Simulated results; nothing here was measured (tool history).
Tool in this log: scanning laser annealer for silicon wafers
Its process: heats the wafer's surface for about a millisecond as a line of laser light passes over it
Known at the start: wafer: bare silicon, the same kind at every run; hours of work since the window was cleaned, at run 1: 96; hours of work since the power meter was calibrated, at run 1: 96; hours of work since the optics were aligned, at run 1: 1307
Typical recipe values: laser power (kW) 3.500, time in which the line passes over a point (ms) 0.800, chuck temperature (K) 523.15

| run | hour | laser power (kW) | time in which the line passes over a point (ms) | chuck temperature (K) | hours of work since the window was cleaned | hours of work since the power meter was calibrated | hours of work since the optics were aligned | highest temperature of the surface (K) |
|---|---|---|---|---|---|---|---|---|
| 1 | 0.0 | 3.500 | 0.800 | 523.15 | 96 | 96 | 1307 | 1222.15 |
| 2 | 47.7 | 3.500 | 0.800 | 523.15 | 133 | 133 | 1344 | 1223.15 |
| 3 | 110.5 | 3.500 | 0.846 | 523.15 | 183 | 183 | 1394 | 1244.15 |
| 4 | 165.6 | 3.500 | 0.846 | 523.15 | 226 | 226 | 1437 | 1246.15 |
| 5 | 249.5 | 3.500 | 0.800 | 522.15 | 292 | 292 | 1503 | 1224.15 |
| 6 | 303.3 | 3.500 | 0.800 | 522.15 | 334 | 334 | 1546 | 1225.15 |
| 7 | 382.5 | 3.500 | 0.770 | 523.15 | 397 | 397 | 1608 | 1207.15 |
| 8 | 448.0 | 3.500 | 0.770 | 500.15 | 448 | 448 | 1660 | 1187.15 |
| 9 | 509.7 | 3.500 | 0.800 | 523.15 | 497 | 497 | 1708 | 1222.15 |
| 10 | 590.2 | 3.500 | 0.658 | 523.15 | 560 | 560 | 1772 | 1154.15 |
| 11 | 640.9 | 3.116 | 0.800 | 514.15 | 600 | 600 | 1812 | 1123.15 |
| 12 | 714.0 | 3.500 | 0.800 | 532.15 | 658 | 658 | 1869 | 1235.15 |
|  | 725.7 | optics aligned, line set to its width |
| 13 | 801.6 | 3.500 | 0.891 | 523.15 | 723 | 723 | 60 | 1267.15 |
| 14 | 870.3 | 3.403 | 0.917 | 523.15 | 777 | 777 | 114 | 1253.15 |
|  | 889.3 | window over the wafer cleaned |
| 15 | 908.4 | 3.500 | 0.623 | 523.15 | 15 | 806 | 142 | 1132.15 |
| 16 | 986.0 | 3.500 | 0.623 | 523.15 | 76 | 867 | 203 | 1133.15 |
| 17 | 1028.2 | 3.500 | 0.623 | 523.15 | 109 | 900 | 237 | 1135.15 |
| 18 | 1074.0 | 3.001 | 0.851 | 541.15 | 145 | 936 | 273 | 1144.15 |
| 19 | 1136.2 | 3.437 | 0.989 | 541.15 | 194 | 985 | 322 | 1309.15 |

4 ways to go on from here, each from the tool as it stands after run 19. What would each give?
| A | 1186.1 | 3.437 | 0.989 | 558.15 | 234 | 1024 | 361 | ? |
| B | 1186.1 | 3.500 | 0.590 | 520.15 | 234 | 1024 | 361 | ? |
| C | 1186.1 | 3.254 | 0.590 | 541.15 | 234 | 1024 | 361 | ? |
| D | 1186.1 | 3.500 | 0.800 | 555.15 | 234 | 1024 | 361 | ? |

| run | highest temperature of the surface (K) |
|---|---|
| A | 1327.15 |
| B | 1112.15 |
| C | 1084.15 |
| D | 1255.15 |
Take away the tool's hidden state, keep each run's random variation, and the runs would have read:
| run | highest temperature of the surface (K) |
|---|---|
| A | 1327.15 |
| B | 1112.15 |
| C | 1084.15 |
| D | 1255.15 |
